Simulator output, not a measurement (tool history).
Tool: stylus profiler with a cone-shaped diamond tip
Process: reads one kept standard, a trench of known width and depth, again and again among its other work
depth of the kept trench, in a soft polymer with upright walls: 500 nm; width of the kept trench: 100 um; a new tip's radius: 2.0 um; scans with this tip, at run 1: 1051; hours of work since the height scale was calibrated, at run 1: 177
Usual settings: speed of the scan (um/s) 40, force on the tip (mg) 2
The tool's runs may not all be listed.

run,day,speed of the scan (um/s),force on the tip (mg),scans with this tip,hours of work since the height scale was calibrated,depth of the trench (Å),width of the trench's floor (µm)
1,0,40,2,1051,177,5066.2,96.91
2,1.108,40,2,1120,188,5065.9,96.92
3,2.212,40,2,1189,200,5067,96.89
4,4.392,40,2,1323,222,5066.2,96.86
5,6.633,105,2,1462,246,5069.9,96.41
6,8.779,40,2,1595,268,5067.6,96.8
7,10.938,40,2,1729,290,5068.7,96.84
8,12.079,40,2,1800,302,5067.3,96.82
9,14.308,11,2,1938,325,5069.2,96.94
10,15.421,20,2,2006,337,5068.9,96.91
11,17.088,40,2,2110,354,5072.3,96.79
12,19.571,40,2,2264,380,5069.5,96.75
13,21.392,40,5.66,2376,399,5134,96.87
14,23.229,40,5.66,2490,418,5132.3,96.86
15,24.988,40,5.66,2599,436,5133.6,96.84
16,26.367,40,2,2684,451,5071.2,96.71
17,29.05,22,2,2851,479,5070,96.79
18,30.483,18,2,2939,494,5072.9,96.8
19,33.029,18,2,3097,520,5073.3,96.8
20,35.521,18,2,3251,546,5071.6,96.83
21,37.442,40,1.42,3371,566,5060.1,96.56
22,40.088,40,2,3534,594,5073.8,96.65
23,42.304,40,2.77,3672,617,5088.4,96.67
24,44.004,21,3.91,3777,634,5112.2,96.77
25,46.092,12,2.6,3906,656,5085.6,96.82
26,48.65,40,2.13,4065,683,5077.4,96.58
27,50.338,16,2,4169,700,5075.1,96.71
28,52.625,53,1.49,4311,724,5063.4,96.43
29,54.288,52,1.41,4414,741,5062.2,96.43
30,55.958,87,3,4517,759,5099.2,96.32
31,57.05,88,1.15,4585,770,5055.8,96.05
32,58.229,88,1.15,4658,782,5058.4,96.02
33,59.962,40,1.6,4765,800,5069.7,96.51
34,61.329,40,1.6,4850,815,5069.6,96.5
35,63.025,40,2.09,4955,832,5079.5,96.49
36,65.271,88,1.45,5094,855,5063.1,96.12
37,66.767,105,1.37,5187,871,5063.6,95.89
38,68.346,53,4.48,5285,887,5124.3,96.55
39,70.604,13,3.75,5425,911,5113.2,96.66
40,72.883,10,2,5566,935,5080.4,96.64
41,74.325,49,0.96,5655,950,5056.7,96.25
42,76.329,35,3.2,5779,971,5103.4,96.54
43,77.85,35,3.26,5873,986,5103.4,96.51
44,79.012,97,1.65,5945,998,5073.4,95.97
45,81.712,97,1.65,6112,1027,5074.5,95.95
46,84.346,97,1.65,6276,1054,5072.9,95.86

Hidden state or all else? Some run-to-run changes of depth of the trench (Å), split into what the settings, what came in and random variation would give without the hidden state, and what is left for the hidden state (with any gauge scatter that isn't in both results):
The hidden state here: radius of the tip, um; height scale over the true one, %; drift of the gauge itself on depth_nm, %; drift of the gauge itself on floor_um, %.
Run 6 -> 7: no setting changed, nothing entered. depth of the trench (Å) +1.1: hidden state +0.6, all else +0.5.
Run 11 -> 12: no setting changed, nothing entered. depth of the trench (Å) -2.8: hidden state +0.6, all else -3.4.
Run 12 -> 13: force on the tip (mg) 2 -> 5.66. depth of the trench (Å) +64.5: hidden state +0.4, all else +64.1.
Run 15 -> 16: force on the tip (mg) 5.66 -> 2. depth of the trench (Å) -62.4: hidden state +0.1, all else -62.5.
Run 16 -> 17: speed of the scan (um/s) 40 -> 22. depth of the trench (Å) -1.2: hidden state +0.6, all else -1.8.
Run 37 -> 38: speed of the scan (um/s) 105 -> 53, force on the tip (mg) 1.37 -> 4.48. depth of the trench (Å) +60.7: hidden state +0.5, all else +60.2.

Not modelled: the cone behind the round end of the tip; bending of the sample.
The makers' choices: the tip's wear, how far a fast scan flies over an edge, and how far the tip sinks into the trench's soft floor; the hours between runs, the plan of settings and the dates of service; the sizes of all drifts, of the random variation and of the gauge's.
